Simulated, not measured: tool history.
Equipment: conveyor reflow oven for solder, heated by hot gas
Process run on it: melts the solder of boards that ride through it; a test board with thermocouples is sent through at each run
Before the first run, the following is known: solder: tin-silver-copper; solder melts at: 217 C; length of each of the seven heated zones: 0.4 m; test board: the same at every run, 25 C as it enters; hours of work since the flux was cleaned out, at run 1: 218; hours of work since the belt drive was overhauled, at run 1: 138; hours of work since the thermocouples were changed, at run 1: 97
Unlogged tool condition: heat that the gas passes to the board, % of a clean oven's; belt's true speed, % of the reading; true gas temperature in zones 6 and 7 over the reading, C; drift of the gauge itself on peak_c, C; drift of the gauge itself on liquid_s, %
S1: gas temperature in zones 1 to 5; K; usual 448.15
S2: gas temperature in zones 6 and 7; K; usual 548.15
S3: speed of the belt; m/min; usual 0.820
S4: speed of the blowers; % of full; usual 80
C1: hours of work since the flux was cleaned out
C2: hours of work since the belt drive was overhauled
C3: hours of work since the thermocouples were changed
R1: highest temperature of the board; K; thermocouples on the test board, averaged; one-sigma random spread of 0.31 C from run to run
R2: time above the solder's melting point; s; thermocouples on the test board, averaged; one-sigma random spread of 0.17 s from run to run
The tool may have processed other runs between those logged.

run	day	S1	S2	S3	S4	C1	C2	C3	R1	R2
1	0.000	448.15	548.15	0.820	80	218	138	97	535.75	49.4
2	0.325	448.15	548.15	0.820	80	224	143	103	535.55	49.4
3	0.546	448.15	548.15	0.820	80	228	147	107	535.45	49.6
4	0.846	448.15	548.15	0.795	80	233	152	112	536.35	51.6
5	1.029	448.15	548.15	0.670	80	236	156	115	541.05	63.7
6	1.429	448.15	548.15	0.670	80	243	163	122	540.65	63.2
7	1.662	448.15	548.15	0.670	80	247	167	126	540.95	63.8
8	1.862	448.15	550.15	0.670	80	251	170	130	542.25	64.2
9	2.258	448.15	550.15	0.670	80	257	177	137	542.35	64.5
10	2.488	448.15	550.15	0.670	80	261	181	141	542.15	64.2
11	2.700	448.15	550.15	0.670	80	265	185	144	542.15	64.2
12	3.071	448.15	548.15	0.787	80	272	191	151	537.15	52.2
13	3.433	448.15	548.15	0.787	80	278	197	157	537.05	52.2
14	3.846	447.15	548.15	0.820	80	285	205	164	535.45	49.0
15	4.058	447.15	548.15	0.820	80	289	208	168	535.35	49.4
16	4.350	448.15	548.15	0.667	82	294	213	173	540.55	64.1
17	4.571	448.15	538.15	0.761	82	298	217	177	528.55	50.8
18	4.862	452.15	552.15	0.887	78	303	222	182	536.65	46.9
19	5.062	456.15	542.15	0.796	78	306	226	186	531.85	51.8
20	5.250	448.15	537.15	0.953	72	310	229	189	519.95	35.0
21	5.608	448.15	548.15	0.749	50	316	235	195	531.75	51.8
22	5.975	448.15	548.15	0.749	50	322	242	201	531.65	51.9
23	6.229	448.15	548.15	0.749	50	327	246	206	532.35	51.7
24	6.412	439.15	539.15	0.683	50	330	249	209	525.25	50.5
25	6.762	448.15	539.15	0.797	80	336	256	215	528.25	47.8
26	7.004	448.15	539.15	0.797	80	340	260	219	528.15	47.9
27	7.346	448.15	539.15	0.723	71	346	266	225	528.65	53.6
28	7.529	448.15	548.15	0.820	68	349	269	229	532.95	48.3
29	7.833	448.15	548.15	0.820	68	355	274	234	533.05	48.0
30	8.200	433.15	544.15	0.951	54	361	281	240	516.65	28.7

Forecast each of these 3 alternatives for the next run:
A	8.542	448.15	548.15	0.820	57	367	286	246	?	?
B	8.542	433.15	544.15	0.914	67	367	286	246	?	?
C	8.542	448.15	546.15	0.820	77	367	286	246	?	?

run	R1	R2
A	530.15	46.6
B	522.55	34.0
C	533.25	48.4
With the hidden condition removed and each run's random variation left untouched, the same runs would have given:
run	R1	R2
A	531.75	47.4
B	524.85	35.5
C	534.95	49.2
